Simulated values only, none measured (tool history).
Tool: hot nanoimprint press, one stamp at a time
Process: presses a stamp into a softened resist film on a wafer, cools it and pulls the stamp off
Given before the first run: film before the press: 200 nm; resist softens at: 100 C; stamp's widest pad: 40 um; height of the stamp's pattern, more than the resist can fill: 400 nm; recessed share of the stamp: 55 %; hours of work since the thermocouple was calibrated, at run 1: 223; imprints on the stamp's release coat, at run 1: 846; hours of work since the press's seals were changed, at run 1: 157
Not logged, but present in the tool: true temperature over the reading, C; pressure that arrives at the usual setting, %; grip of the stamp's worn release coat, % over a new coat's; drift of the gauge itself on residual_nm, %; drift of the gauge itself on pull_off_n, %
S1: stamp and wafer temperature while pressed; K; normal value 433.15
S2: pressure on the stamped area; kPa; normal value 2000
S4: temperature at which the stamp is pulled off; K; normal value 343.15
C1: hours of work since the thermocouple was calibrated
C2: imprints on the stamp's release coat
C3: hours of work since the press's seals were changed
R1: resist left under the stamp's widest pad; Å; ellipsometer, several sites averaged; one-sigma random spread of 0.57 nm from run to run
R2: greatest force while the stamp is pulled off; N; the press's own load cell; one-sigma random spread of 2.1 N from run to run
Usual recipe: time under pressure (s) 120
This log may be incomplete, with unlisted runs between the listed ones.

Run 1, hour 0: usual settings; C1 223; C2 846; C3 157. Result: R1 818 Å, R2 113 N.
Run 2, hour 6.3: usual settings but S2 1740 kPa; C1 225; C2 864; C3 160. Result: R1 883 Å, R2 114 N.
Run 3, hour 14.3: usual settings but S2 1740 kPa; C1 229; C2 887; C3 164. Result: R1 880 Å, R2 112 N.
Run 4, hour 25.7: usual settings but S2 1740 kPa; C1 234; C2 920; C3 169. Result: R1 873 Å, R2 115 N.
Run 5, hour 33.5: usual settings but S2 1740 kPa; C1 238; C2 943; C3 172. Result: R1 877 Å, R2 117 N.
Run 6, hour 38.8: usual settings but S2 1740 kPa; C1 240; C2 958; C3 175. Result: R1 878 Å, R2 113 N.
Run 7, hour 48: usual settings but S2 1740 kPa; C1 244; C2 984; C3 179. Result: R1 879 Å, R2 112 N.
Run 8, hour 54.9: usual settings but S2 1740 kPa, time under pressure (s) 62; C1 247; C2 1004; C3 182. Result: R1 1100 Å, R2 113 N.
Run 9, hour 64.5: usual settings but S2 1740 kPa, time under pressure (s) 62; C1 252; C2 1032; C3 186. Result: R1 1095 Å, R2 118 N.
Run 10, hour 75.9: usual settings but S2 1740 kPa, time under pressure (s) 62; C1 257; C2 1065; C3 191. Result: R1 1100 Å, R2 117 N.
Run 11, hour 87.3: usual settings but S2 1740 kPa, time under pressure (s) 62; C1 262; C2 1098; C3 197. Result: R1 1108 Å, R2 119 N.
Run 12, hour 94: usual settings but S2 2860 kPa, time under pressure (s) 62; C1 265; C2 1117; C3 200. Result: R1 859 Å, R2 115 N.
Run 13, hour 99.3: usual settings; C1 267; C2 1133; C3 202. Result: R1 825 Å, R2 117 N.
Run 14, hour 106.7: usual settings; C1 271; C2 1154; C3 205. Result: R1 821 Å, R2 114 N.
Run 15, hour 115.3: usual settings; C1 275; C2 1179; C3 209. Result: R1 832 Å, R2 119 N.
Run 16, hour 123.5: usual settings; C1 278; C2 1203; C3 213. Result: R1 819 Å, R2 118 N.
Run 17, hour 133.8: usual settings but S1 440.15 K, S4 347.15 K; C1 283; C2 1233; C3 218. Result: R1 622 Å, R2 107 N.
Run 18, hour 142.1: usual settings but S1 442.15 K, S2 2410 kPa, S4 329.15 K; C1 287; C2 1257; C3 221. Result: R1 527 Å, R2 155 N.
Run 19, hour 148.2: usual settings but S1 442.15 K, S2 1500 kPa, S4 329.15 K; C1 289; C2 1274; C3 224. Result: R1 687 Å, R2 157 N.
Run 20, hour 158.1: usual settings but S1 442.15 K, S2 1500 kPa, S4 336.15 K; C1 294; C2 1303; C3 228. Result: R1 681 Å, R2 144 N.
Run 21, hour 163.7: usual settings but S1 423.15 K, S2 1420 kPa, S4 336.15 K; C1 296; C2 1319; C3 231. Result: R1 1402 Å, R2 136 N.
Run 22, hour 175.2: usual settings but S2 1880 kPa; C1 301; C2 1352; C3 236. Result: R1 863 Å, R2 123 N.
Run 23, hour 183.3: usual settings; C1 305; C2 1376; C3 240. Result: R1 815 Å, R2 125 N.
Run 24, hour 193.6: usual settings; C1 310; C2 1406; C3 244. Result: R1 822 Å, R2 119 N.
Run 25, hour 200.1: usual settings but S1 431.15 K, S2 1970 kPa, time under pressure (s) 142; C1 313; C2 1424; C3 247. Result: R1 844 Å, R2 125 N.
Run 26, hour 206.9: usual settings but S1 431.15 K, S2 1970 kPa, time under pressure (s) 142; C1 316; C2 1444; C3 250. Result: R1 852 Å, R2 124 N.
Run 27, hour 213: usual settings but S1 431.15 K, S2 1970 kPa, time under pressure (s) 142; C1 318; C2 1462; C3 253. Result: R1 852 Å, R2 124 N.
Run 28, hour 223.5: usual settings but S1 439.15 K, S2 1390 kPa, time under pressure (s) 115, S4 345.15 K; C1 323; C2 1492; C3 258. Result: R1 811 Å, R2 119 N.
Run 29, hour 228.5: usual settings but S1 439.15 K, S2 1390 kPa, time under pressure (s) 115, S4 345.15 K; C1 325; C2 1507; C3 260. Result: R1 799 Å, R2 121 N.

Below are 5 alternative next runs, each starting from the tool's condition after run 29. Predict each:
Run A, hour 234: usual settings but S1 426.15 K, S4 330.15 K; C1 328; C2 1522; C3 263. Result: R1 ?, R2 ?.
Run B, hour 234: usual settings but S1 441.15 K, S2 1400 kPa, time under pressure (s) 115, S4 330.15 K; C1 328; C2 1522; C3 263. Result: R1 ?, R2 ?.
Run C, hour 234: usual settings but S1 439.15 K, S2 1420 kPa, time under pressure (s) 115, S4 345.15 K; C1 328; C2 1522; C3 263. Result: R1 ?, R2 ?.
Run D, hour 234: usual settings but S2 1420 kPa, time under pressure (s) 173, S4 347.15 K; C1 328; C2 1522; C3 263. Result: R1 ?, R2 ?.
Run E, hour 234: usual settings but S4 336.15 K; C1 328; C2 1522; C3 263. Result: R1 ?, R2 ?.

run    R1   R2
  A  1097  160
  B   739  164
  C   790  123
  D   877  114
  E   830  148
With the hidden condition removed and each run's random variation left untouched, the same runs would have given:
run    R1   R2
  A  1060  117
  B   716  120
  C   766   90
  D   849   84
  E   801  108
